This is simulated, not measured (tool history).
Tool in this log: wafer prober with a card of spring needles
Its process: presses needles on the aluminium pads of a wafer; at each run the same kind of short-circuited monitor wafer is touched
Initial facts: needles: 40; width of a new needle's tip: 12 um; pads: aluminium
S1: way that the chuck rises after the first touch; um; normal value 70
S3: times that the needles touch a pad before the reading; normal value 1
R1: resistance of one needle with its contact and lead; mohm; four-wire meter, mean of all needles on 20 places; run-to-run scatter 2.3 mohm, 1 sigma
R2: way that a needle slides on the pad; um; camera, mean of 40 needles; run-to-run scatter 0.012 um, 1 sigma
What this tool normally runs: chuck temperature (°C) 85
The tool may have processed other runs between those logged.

run 1 hour=0 | S1=70 chuck_temperature_(°C)=85 S3=1 | R1=290 R2=11.21
run 2 hour=34.9 | S1=70 chuck_temperature_(°C)=85 S3=1 | R1=261 R2=11.08
run 3 hour=68 | S1=70 chuck_temperature_(°C)=85 S3=1 | R1=309 R2=11.02
run 4 hour=99.1 | S1=70 chuck_temperature_(°C)=85 S3=2 | R1=258 R2=10.99
run 5 hour=160.7 | S1=70 chuck_temperature_(°C)=85 S3=2 | R1=290 R2=11.39
run 6 hour=189.4 | S1=70 chuck_temperature_(°C)=121 S3=2 | R1=294 R2=11.33
run 7 hour=230.2 | S1=70 chuck_temperature_(°C)=121 S3=2 | R1=292 R2=11.26
run 8 hour=276.4 | S1=70 chuck_temperature_(°C)=121 S3=2 | R1=297 R2=11.47
run 9 hour=314.3 | S1=70 chuck_temperature_(°C)=121 S3=2 | R1=296 R2=11.41
run 10 hour=370.7 | S1=70 chuck_temperature_(°C)=85 S3=1 | R1=317 R2=11.3
run 11 hour=409.6 | S1=70 chuck_temperature_(°C)=85 S3=1 | R1=258 R2=11.26
run 12 hour=460.5 | S1=51 chuck_temperature_(°C)=49 S3=3 | R1=288 R2=8.3
run 13 hour=509.5 | S1=64 chuck_temperature_(°C)=29 S3=2 | R1=245 R2=10.34
run 14 hour=564.9 | S1=64 chuck_temperature_(°C)=29 S3=2 | R1=300 R2=10.28
run 15 hour=616.6 | S1=64 chuck_temperature_(°C)=29 S3=2 | R1=250 R2=10.45
run 16 hour=645.9 | S1=74 chuck_temperature_(°C)=86 S3=1 | R1=292 R2=12
run 17 hour=695.5 | S1=70 chuck_temperature_(°C)=85 S3=3 | R1=261 R2=11.31
run 18 hour=723.7 | S1=70 chuck_temperature_(°C)=28 S3=1 | R1=256 R2=11.25
run 19 hour=783.6 | S1=70 chuck_temperature_(°C)=28 S3=1 | R1=289 R2=11.43

Between the runs listed above, the log contained 171 entries, not reproduced here. Where in the sequence does each belong, and how does what the log doesn't record of the tool's condition differ from the listed run before to the listed run after?
After run 1, before run 2: tips cleaned on abrasive film (hour 3.3); height of the first contact set anew (hour 4.6); tips cleaned on abrasive film (hour 7.9); tips cleaned on abrasive film (hour 12.2); tips cleaned on abrasive film (hour 16.5); tips cleaned on abrasive film (hour 20.8); tips cleaned on abrasive film (hour 26.2); tips cleaned on abrasive film (hour 30.5); tips cleaned on abrasive film (hour 34.9)
  debris on the tips, nm: 36.7 -> 5.7; way that the needles fall short of the set height, um: 1.54 -> 2.34; tips' diameter, um: 13.6 -> 13.73
  the result without the hidden state subtracted from the measured one, R1: +36 -> +8 mohm; R2: -0.25 -> -0.39 um
After run 2, before run 3: tips cleaned on abrasive film (hour 40.2); tips cleaned on abrasive film (hour 44.5); tips cleaned on abrasive film (hour 49.9); tips cleaned on abrasive film (hour 55.3); tips cleaned on abrasive film (hour 59.6); tips cleaned on abrasive film (hour 64.9)
  debris on the tips, nm: 5.7 -> 56.3; way that the needles fall short of the set height, um: 2.34 -> 2.59; tips' diameter, um: 13.73 -> 13.82
  the result without the hidden state subtracted from the measured one, R1: +8 -> +55 mohm; R2: -0.39 -> -0.42 um
After run 3, before run 4: tips cleaned on abrasive film (hour 70.2); tips cleaned on abrasive film (hour 74.5); tips cleaned on abrasive film (hour 78.8); tips cleaned on abrasive film (hour 84.2); tips cleaned on abrasive film (hour 88.5); tips cleaned on abrasive film (hour 93.9); tips cleaned on abrasive film (hour 99.1)
  debris on the tips, nm: 56.3 -> 4.2; way that the needles fall short of the set height, um: 2.59 -> 2.91; tips' diameter, um: 13.82 -> 13.93
  the result without the hidden state subtracted from the measured one, R1: +55 -> +6 mohm; R2: -0.42 -> -0.48 um
After run 4, before run 5: tips cleaned on abrasive film (hour 104.5); tips cleaned on abrasive film (hour 108.8); height of the first contact set anew, once more (hour 111.2); tips cleaned on abrasive film (hour 113.4); tips cleaned on abrasive film (hour 117.7); tips cleaned on abrasive film (hour 123); tips cleaned on abrasive film (hour 128.4); tips cleaned on abrasive film (hour 132.7); tips cleaned on abrasive film (hour 138.1); tips cleaned on abrasive film (hour 143.4); tips cleaned on abrasive film (hour 147.7); tips cleaned on abrasive film (hour 152.1); tips cleaned on abrasive film (hour 157.4)
  debris on the tips, nm: 4.2 -> 55.9; way that the needles fall short of the set height, um: 2.91 -> 0.41; tips' diameter, um: 13.93 -> 14.1
  the result without the hidden state subtracted from the measured one, R1: +6 -> +33 mohm; R2: -0.48 -> -0.07 um
After run 5, before run 6: tips cleaned on abrasive film (hour 161.9); tips cleaned on abrasive film (hour 167.2); tips cleaned on abrasive film (hour 171.6); tips cleaned on abrasive film (hour 176.9); tips cleaned on abrasive film (hour 182.3); tips cleaned on abrasive film (hour 186.6)
  debris on the tips, nm: 55.9 -> 46.2; way that the needles fall short of the set height, um: 0.41 -> 0.73; tips' diameter, um: 14.1 -> 14.21
  the result without the hidden state subtracted from the measured one, R1: +33 -> +28 mohm; R2: -0.07 -> -0.12 um
After run 6, before run 7: tips cleaned on abrasive film (hour 191.6); tips cleaned on abrasive film (hour 195.9); tips cleaned on abrasive film (hour 200.2); tips cleaned on abrasive film (hour 204.5); tips cleaned on abrasive film (hour 209.9); tips cleaned on abrasive film (hour 215.3); tips cleaned on abrasive film (hour 219.6); tips cleaned on abrasive film (hour 223.9); tips cleaned on abrasive film (hour 228.2)
  debris on the tips, nm: 46.2 -> 40.5; way that the needles fall short of the set height, um: 0.73 -> 1.18; tips' diameter, um: 14.21 -> 14.37
  the result without the hidden state subtracted from the measured one, R1: +28 -> +26 mohm; R2: -0.12 -> -0.2 um
After run 7, before run 8: tips cleaned on abrasive film (hour 233.4); tips cleaned on abrasive film (hour 237.8); tips cleaned on abrasive film (hour 242.1); tips cleaned on abrasive film (hour 247.4); tips cleaned on abrasive film (hour 252.8); tips cleaned on abrasive film (hour 258.1); tips cleaned on abrasive film (hour 263.5); tips cleaned on abrasive film (hour 268.9); tips cleaned on abrasive film (hour 273.2); height of the first contact set anew (hour 273.5)
  debris on the tips, nm: 40.5 -> 54.3; way that the needles fall short of the set height, um: 1.18 -> 0; tips' diameter, um: 14.37 -> 14.53
  the result without the hidden state subtracted from the measured one, R1: +26 -> +33 mohm; R2: -0.2 -> +0 um
After run 8, before run 9: tips cleaned on abrasive film (hour 278.6); tips cleaned on abrasive film (hour 282.9); tips cleaned on abrasive film (hour 288.3); tips cleaned on abrasive film (hour 292.6); tips cleaned on abrasive film (hour 296.9); tips cleaned on abrasive film (hour 301.2); tips cleaned on abrasive film (hour 306.6); tips cleaned on abrasive film (hour 311.9)
  debris on the tips, nm: 54.3 -> 48.7; way that the needles fall short of the set height, um: 0 -> 0.36; tips' diameter, um: 14.53 -> 14.66
  the result without the hidden state subtracted from the measured one, R1: +33 -> +30 mohm; R2: +0 -> -0.06 um
After run 9, before run 10: tips cleaned on abrasive film (hour 316.5); tips cleaned on abrasive film (hour 320.8); tips cleaned on abrasive film (hour 325.1); tips cleaned on abrasive film (hour 329.5); tips cleaned on abrasive film (hour 334.8); tips cleaned on abrasive film (hour 339.1); tips cleaned on abrasive film (hour 344.5); tips cleaned on abrasive film (hour 348.8); tips cleaned on abrasive film (hour 353.1); tips cleaned on abrasive film (hour 358.5); tips cleaned on abrasive film (hour 362.8); tips cleaned on abrasive film (hour 368.1)
  debris on the tips, nm: 48.7 -> 51.4; way that the needles fall short of the set height, um: 0.36 -> 0.87; tips' diameter, um: 14.66 -> 14.84
  the result without the hidden state subtracted from the measured one, R1: +30 -> +56 mohm; R2: -0.06 -> -0.15 um
After run 10, before run 11: tips cleaned on abrasive film (hour 372.9); tips cleaned on abrasive film (hour 377.3); tips cleaned on abrasive film (hour 381.6); tips cleaned on abrasive film (hour 386.9); tips cleaned on abrasive film (hour 392.3); tips cleaned on abrasive film (hour 396.6); tips cleaned on abrasive film (hour 400.9); tips cleaned on abrasive film (hour 405.2); tips cleaned on abrasive film (hour 409.5)
  debris on the tips, nm: 51.4 -> 4.5; way that the needles fall short of the set height, um: 0.87 -> 1.26; tips' diameter, um: 14.84 -> 14.98
  the result without the hidden state subtracted from the measured one, R1: +56 -> +9 mohm; R2: -0.15 -> -0.2 um
After run 11, before run 12: tips cleaned on abrasive film (hour 413.9); tips cleaned on abrasive film (hour 418.2); tips cleaned on abrasive film (hour 423.5); tips cleaned on abrasive film (hour 428.9); tips cleaned on abrasive film (hour 434.2); height of the first contact set anew (hour 435.6); tips cleaned on abrasive film (hour 438.9); tips cleaned on abrasive film (hour 444.2); tips cleaned on abrasive film (hour 448.5); tips cleaned on abrasive film (hour 452.8); tips cleaned on abrasive film (hour 458.2)
  debris on the tips, nm: 4.5 -> 46.7; way that the needles fall short of the set height, um: 1.26 -> 0.23; tips' diameter, um: 14.98 -> 15.13
  the result without the hidden state subtracted from the measured one, R1: +9 -> +37 mohm; R2: -0.2 -> -0.04 um
After run 12, before run 13: tips cleaned on abrasive film (hour 462.7); tips cleaned on abrasive film (hour 468); tips cleaned on abrasive film (hour 472.3); tips cleaned on abrasive film (hour 476.6); tips cleaned on abrasive film (hour 480.9); tips cleaned on abrasive film (hour 486.3); tips cleaned on abrasive film (hour 491.7); tips cleaned on abrasive film (hour 496); tips cleaned on abrasive film (hour 500.3); tips cleaned on abrasive film (hour 504.6); tips cleaned on abrasive film (hour 509.5)
  debris on the tips, nm: 46.7 -> 3.6; way that the needles fall short of the set height, um: 0.23 -> 0.77; tips' diameter, um: 15.13 -> 15.32
  the result without the hidden state subtracted from the measured one, R1: +37 -> +8 mohm; R2: -0.04 -> -0.13 um
After run 13, before run 14: tips cleaned on abrasive film (hour 513.9); tips cleaned on abrasive film (hour 519.2); tips cleaned on abrasive film (hour 523.5); tips cleaned on abrasive film (hour 528.9); tips cleaned on abrasive film (hour 533.2); tips cleaned on abrasive film (hour 537.5); tips cleaned on abrasive film (hour 541.8); tips cleaned on abrasive film (hour 546.1); tips cleaned on abrasive film (hour 550.4); tips cleaned on abrasive film (hour 555.8); tips cleaned on abrasive film (hour 561.1)
  debris on the tips, nm: 3.6 -> 61.9; way that the needles fall short of the set height, um: 0.77 -> 1.26; tips' diameter, um: 15.32 -> 15.49
  the result without the hidden state subtracted from the measured one, R1: +8 -> +56 mohm; R2: -0.13 -> -0.21 um
After run 14, before run 15: tips cleaned on abrasive film (hour 566.1); tips cleaned on abrasive film (hour 570.4); tips cleaned on abrasive film (hour 574.7); tips cleaned on abrasive film (hour 579); tips cleaned on abrasive film (hour 583.3); tips cleaned on abrasive film (hour 587.6); tips cleaned on abrasive film (hour 593); tips cleaned on abrasive film (hour 597.3); height of the first contact set anew (hour 597.6); tips cleaned on abrasive film (hour 602.9); tips cleaned on abrasive film (hour 607.3); tips cleaned on abrasive film (hour 611.6); tips cleaned on abrasive film (hour 616.6)
  debris on the tips, nm: 61.9 -> 7.3; way that the needles fall short of the set height, um: 1.26 -> 0.19; tips' diameter, um: 15.49 -> 15.69
  the result without the hidden state subtracted from the measured one, R1: +56 -> +11 mohm; R2: -0.21 -> -0.03 um
After run 15, before run 16: tips cleaned on abrasive film (hour 620.9); tips cleaned on abrasive film (hour 625.2); tips cleaned on abrasive film (hour 630.6); tips cleaned on abrasive film (hour 634.9); tips cleaned on abrasive film (hour 639.2); tips cleaned on abrasive film (hour 644.6)
  debris on the tips, nm: 7.3 -> 32.7; way that the needles fall short of the set height, um: 0.19 -> 0.49; tips' diameter, um: 15.69 -> 15.79
  the result without the hidden state subtracted from the measured one, R1: +11 -> +37 mohm; R2: -0.03 -> -0.08 um
After run 16, before run 17: tips cleaned on abrasive film (hour 649.2); tips cleaned on abrasive film (hour 653.5); tips cleaned on abrasive film (hour 658.9); tips cleaned on abrasive film (hour 663.2); tips cleaned on abrasive film (hour 668.5); tips cleaned on abrasive film (hour 672.8); tips cleaned on abrasive film (hour 677.1); tips cleaned on abrasive film (hour 681.4); tips cleaned on abrasive film (hour 686.8); tips cleaned on abrasive film (hour 691.1); tips cleaned on abrasive film (hour 695.5)
  debris on the tips, nm: 32.7 -> 3.7; way that the needles fall short of the set height, um: 0.49 -> 1.01; tips' diameter, um: 15.79 -> 15.98
  the result without the hidden state subtracted from the measured one, R1: +37 -> +7 mohm; R2: -0.08 -> -0.17 um
After run 17, before run 18: tips cleaned on abrasive film (hour 700.9); tips cleaned on abrasive film (hour 705.2); tips cleaned on abrasive film (hour 709.5); tips cleaned on abrasive film (hour 713.8); tips cleaned on abrasive film (hour 719.2); tips cleaned on abrasive film (hour 723.5)
  debris on the tips, nm: 3.7 -> 9.8; way that the needles fall short of the set height, um: 1.01 -> 1.28; tips' diameter, um: 15.98 -> 16.07
  the result without the hidden state subtracted from the measured one, R1: +7 -> +17 mohm; R2: -0.17 -> -0.21 um
After run 18, before run 19: tips cleaned on abrasive film (hour 728); tips cleaned on abrasive film (hour 732.3); tips cleaned on abrasive film (hour 736.6); tips cleaned on abrasive film (hour 742); tips cleaned on abrasive film (hour 747.3); tips cleaned on abrasive film (hour 751.6); tips cleaned on abrasive film (hour 757); height of the first contact set anew (hour 759.4); tips cleaned on abrasive film (hour 762.7); tips cleaned on abrasive film (hour 767); tips cleaned on abrasive film (hour 772.3); tips cleaned on abrasive film (hour 776.6); tips cleaned on abrasive film (hour 782)
  debris on the tips, nm: 9.8 -> 35.4; way that the needles fall short of the set height, um: 1.28 -> 0.22; tips' diameter, um: 16.07 -> 16.26
  the result without the hidden state subtracted from the measured one, R1: +17 -> +49 mohm; R2: -0.21 -> -0.03 um
